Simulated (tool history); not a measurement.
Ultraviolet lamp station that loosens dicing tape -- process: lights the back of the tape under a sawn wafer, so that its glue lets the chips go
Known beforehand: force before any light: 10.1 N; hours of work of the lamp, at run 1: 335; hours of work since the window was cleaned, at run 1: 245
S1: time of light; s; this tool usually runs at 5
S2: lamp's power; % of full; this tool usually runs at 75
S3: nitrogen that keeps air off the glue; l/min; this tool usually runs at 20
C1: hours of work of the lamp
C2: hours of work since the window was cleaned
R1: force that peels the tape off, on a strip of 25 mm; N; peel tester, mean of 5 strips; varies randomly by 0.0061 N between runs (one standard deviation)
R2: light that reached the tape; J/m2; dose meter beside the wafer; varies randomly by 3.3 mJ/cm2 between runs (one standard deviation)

run 1 hour=0.0 | S1=5 S2=75 S3=20 | C1=335 C2=245 | R1=0.333 R2=4220
run 2 hour=18.6 | S1=5 S2=76 S3=20 | C1=349 C2=259 | R1=0.341 R2=4240
run 3 hour=41.5 | S1=5 S2=74 S3=20 | C1=366 C2=276 | R1=0.368 R2=4070
run 4 hour=80.2 | S1=5 S2=74 S3=20 | C1=395 C2=305 | R1=0.395 R2=3990
run 5 hour=113.8 | S1=9 S2=74 S3=20 | C1=421 C2=330 | R1=0.083 R2=6990
run 6 hour=133.1 | S1=9 S2=74 S3=20 | C1=435 C2=345 | R1=0.080 R2=6970
run 7 hour=152.2 | S1=9 S2=74 S3=20 | C1=450 C2=359 | R1=0.082 R2=6830
-- hour=158.6 window cleaned of glue's vapour
run 8 hour=191.7 | S1=5 S2=81 S3=12 | C1=479 C2=25 | R1=0.354 R2=4830
run 9 hour=222.3 | S1=3 S2=62 S3=14 | C1=502 C2=48 | R1=1.939 R2=2210
run 10 hour=256.8 | S1=3 S2=62 S3=14 | C1=528 C2=74 | R1=2.003 R2=2170
run 11 hour=287.1 | S1=5 S2=70 S3=25 | C1=551 C2=97 | R1=0.320 R2=4010
run 12 hour=315.1 | S1=5 S2=75 S3=26 | C1=572 C2=118 | R1=0.274 R2=4150
run 13 hour=341.8 | S1=7 S2=62 S3=10 | C1=592 C2=138 | R1=0.444 R2=4860

3 options for the next run, each taken on its own from the tool as it stands now. Forecast them:
run A hour=360.7 | S1=9 S2=96 S3=30 | C1=606 C2=152 | R1=? R2=?
run B hour=360.7 | S1=8 S2=62 S3=10 | C1=606 C2=152 | R1=? R2=?
run C hour=360.7 | S1=6 S2=60 S3=10 | C1=606 C2=152 | R1=? R2=?

run=A R1=0.055 R2=9440
run=B R1=0.300 R2=5460
run=C R1=0.770 R2=3920
With the hidden condition removed and each run's random variation left untouched, the same runs would have given:
run=A R1=0.054 R2=12010
run=B R1=0.139 R2=6940
run=C R1=0.405 R2=4990

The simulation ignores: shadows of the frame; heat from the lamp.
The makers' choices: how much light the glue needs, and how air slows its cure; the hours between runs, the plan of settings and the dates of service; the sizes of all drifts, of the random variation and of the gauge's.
